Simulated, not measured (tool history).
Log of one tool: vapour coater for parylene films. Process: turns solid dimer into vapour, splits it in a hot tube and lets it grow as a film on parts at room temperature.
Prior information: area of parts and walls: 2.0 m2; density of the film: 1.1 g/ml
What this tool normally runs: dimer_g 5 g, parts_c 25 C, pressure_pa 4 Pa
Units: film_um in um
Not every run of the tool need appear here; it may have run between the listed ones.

run,hour,dimer_g,parts_c,pressure_pa,film_um
1,0,5,25,4,1.192
2,9.2,5,25,7.93,1.166
3,17.5,5,25,7.93,1.159
4,27.8,5,25,4,1.198
5,36.7,5,25,4,1.195
6,52.6,5,25,4,1.186
7,62.3,5,25,4,1.197
8,74.6,5,25,4,1.185
9,86,5,25,4,1.192
10,100,5,25,4,1.185
11,112,5,19,4,1.554
12,121.8,5,19,4,1.551
13,129.9,5,19,4,1.572
14,142.5,5,25,3.97,1.171
15,152.4,5,25,3.97,1.177
16,164,5,25,2.52,1.204
17,174.7,5,25,2.52,1.211
18,188.1,5,25,2.52,1.213
19,197.9,5,29,4,0.984
20,208.5,5,29,4,0.975
# hour 210.3: table's thermometer calibrated
21,216.6,5,29,2.89,0.978
22,230.9,5,25,4,1.163
# hour 235.5: table's thermometer calibrated, once more
23,247.9,5,25,4,1.144
24,262.7,5,26,4,1.074
25,276,5,25,4.43,1.129
26,292.3,8,29,9.05,1.463
27,307,8,29,9.05,1.444
28,318.2,5,28,3.22,1.004
29,326.5,4,25,3.74,0.906
30,342.7,4,25,3.74,0.897
31,356.7,8,30,11.6,1.36
32,367.1,3,25,4,0.675
33,380.5,2,18,9.13,0.598
34,387.8,5,18,3.33,1.565
35,397.3,5,18,3.33,1.574
36,404.9,5,27,3.33,1.027
37,411.8,2,26,3.35,0.419
38,420.2,3,35,11.37,0.391
39,429.2,3,35,11.37,0.41
40,445.7,4,17,11.37,1.241
41,459.3,4,17,11.37,1.215
42,467.1,4,17,6.84,1.262
43,479.6,4,17,6.84,1.252
44,491.5,6,17,4,1.921
45,500.7,6,17,4,1.929
46,515.4,7,25,10.47,1.467
47,524.4,9,21,8.01,2.29

Consider 4 possible next runs. They are alternatives, not a sequence: every one starts from the tool as it was left by run 47. What does each give?
A,533,2,31,8.01,?
B,533,5,24,4,?
C,533,6,29,2.27,?
D,533,3,17,8.01,?

run,film_um
A,0.313
B,1.146
C,1.134
D,0.926
Without the tool's unlogged condition, the same runs would have read:
run,film_um
A,0.349
B,1.275
C,1.261
D,1.029
